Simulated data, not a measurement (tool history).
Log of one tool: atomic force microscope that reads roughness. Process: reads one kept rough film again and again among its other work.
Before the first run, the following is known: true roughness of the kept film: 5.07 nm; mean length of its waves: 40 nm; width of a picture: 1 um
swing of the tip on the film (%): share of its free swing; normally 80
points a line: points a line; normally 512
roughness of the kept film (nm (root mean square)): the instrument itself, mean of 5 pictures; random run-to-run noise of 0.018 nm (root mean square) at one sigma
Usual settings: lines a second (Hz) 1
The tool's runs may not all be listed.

run	hour	lines a second (Hz)	swing of the tip on the film (%)	points a line	roughness of the kept film (nm (root mean square))
1	0	1	80	512	4.298
2	36.9	1	80	512	4.264
3	54.8	1	57	512	4.513
4	70.6	1	81	512	4.182
5	105.5	1	81	512	4.17
6	143.7	1	61	512	4.373
7	167.2	1	89	512	3.905
8	183.3	1	69	512	4.235
9	214.4	1	80	512	4.034
10	243	1	80	512	4.048
11	278.7	1	80	512	4
12	317.1	1	82	512	3.957
13	333	1	56	512	4.166
14	355.2	1	80	512	3.863
# hour 385.9: new tip fitted
15	390.4	1	80	512	4.363
16	417.1	1	74	512	4.39
17	448.8	1	74	512	4.374
18	466.9	1.59	61	406	4.398
19	483.2	1.59	61	406	4.356

Estimate the outcome of run 20 from the log above:
20	508.8	0.54	85	410	?

{"run 20": {"roughness of the kept film (nm (root mean square))": 4.27}}
With no hidden state in the tool, this same run would have given roughness of the kept film (nm (root mean square)) 4.461.

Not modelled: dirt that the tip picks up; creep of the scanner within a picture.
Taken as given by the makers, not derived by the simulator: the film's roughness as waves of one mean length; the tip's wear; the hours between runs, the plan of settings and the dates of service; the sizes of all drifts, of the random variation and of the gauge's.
